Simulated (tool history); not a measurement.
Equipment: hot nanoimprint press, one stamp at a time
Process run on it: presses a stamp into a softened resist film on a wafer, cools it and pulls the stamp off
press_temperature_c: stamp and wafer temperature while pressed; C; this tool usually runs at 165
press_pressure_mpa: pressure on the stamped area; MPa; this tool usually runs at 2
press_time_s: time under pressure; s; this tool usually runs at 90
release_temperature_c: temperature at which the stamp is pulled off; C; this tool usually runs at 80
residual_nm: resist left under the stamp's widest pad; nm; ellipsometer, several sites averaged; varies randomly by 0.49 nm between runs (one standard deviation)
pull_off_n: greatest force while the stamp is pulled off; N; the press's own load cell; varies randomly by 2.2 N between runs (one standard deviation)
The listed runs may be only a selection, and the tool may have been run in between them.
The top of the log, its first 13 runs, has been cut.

run	hour	press_temperature_c	press_pressure_mpa	press_time_s	release_temperature_c	residual_nm	pull_off_n
14	139.7	165	2	90	84	147.7	210
15	151	165	2	90	80	147.2	218
16	164.3	165	2	172	80	117.3	224
17	173.3	165	2	172	80	117.6	222
18	180.3	165	2	172	80	116.9	219
19	191.1	173	2.45	90	69	100.3	258
20	198.5	165	1.37	90	71	174.9	250
21	206.8	166	2	90	80	140.9	224
22	215.1	159	1.84	90	80	184.7	221
23	225.5	170	2.11	90	72	119.6	246
24	231.8	174	2.46	127	84	84.6	209
25	246.2	174	2.46	127	84	84.3	213

Forecast run 26:
26	258.8	174	2.46	127	84	?	?

Run 26 gave residual_nm 84 nm, pull_off_n 210 N.
If the tool had no hidden condition, the same run with the same run-to-run variation would have returned residual_nm 85.4 nm, pull_off_n 209 N.
